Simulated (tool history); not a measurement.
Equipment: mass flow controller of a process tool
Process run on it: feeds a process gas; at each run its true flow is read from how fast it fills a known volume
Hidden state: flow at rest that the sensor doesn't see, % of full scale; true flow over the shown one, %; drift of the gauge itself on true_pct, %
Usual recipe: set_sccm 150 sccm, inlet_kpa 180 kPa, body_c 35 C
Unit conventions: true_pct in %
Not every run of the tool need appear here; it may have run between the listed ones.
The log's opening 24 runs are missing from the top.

run      day  set_sccm  inlet_kpa  body_c  hours of work since the controller was set to zero  hours of work since the controller was changed  true_pct
 25  380.462       217        236      23                                                 965                                            5506     102.4
 26  401.017       217        236      23                                                1140                                            5681    102.55
 27  416.796        84        273      35                                                1274                                            5815    104.06
 28  426.275        84        273      35                                                1354                                            5896    104.28
 29  447.117        84        273      35                                                1531                                            6073    104.56
 30  458.271        84        273      35                                                1626                                            6167    104.61
     463.804  -- controller exchanged for a calibrated one
 31  474.904        87        232      38                                                  94                                              94     99.46
 32  490.921       150        185      30                                                 230                                             230     99.35
 33    508.6       498        190      23                                                 380                                             380    100.07
 34  519.767       150        170      34                                                 475                                             475     99.94
 35  532.758       128        221      27                                                 586                                             586     99.62
 36  546.996       128        221      27                                                 706                                             706      99.7
 37  565.383        61        221      27                                                 863                                             863    100.56
 38  578.854       164        247      33                                                 977                                             977    100.56
 39  589.833       164        178      33                                                1070                                            1070    100.66
 40  599.458        60        222      24                                                1152                                            1152    101.05
 41  613.562        60        145      36                                                1272                                            1272    102.37
 42  634.938       250        180      39                                                1453                                            1453    101.72
 43  646.688       130        172      30                                                1553                                            1553    101.25
 44  664.446       265        193      36                                                1704                                            1704    101.69

3 options for the next run, each taken on its own from the tool as it stands now. Forecast them:
  A  677.854       150        155      35                                                1818                                            1818         ?
  B  677.854       299        193      36                                                1818                                            1818         ?
  C  677.854        51        249      22                                                1818                                            1818         ?

run  true_pct
  A    101.87
  B    102.04
  C    103.06
Stripped of hidden state, with their random variation kept, the same runs would have yielded:
run  true_pct
  A     99.38
  B     100.2
  C     97.99

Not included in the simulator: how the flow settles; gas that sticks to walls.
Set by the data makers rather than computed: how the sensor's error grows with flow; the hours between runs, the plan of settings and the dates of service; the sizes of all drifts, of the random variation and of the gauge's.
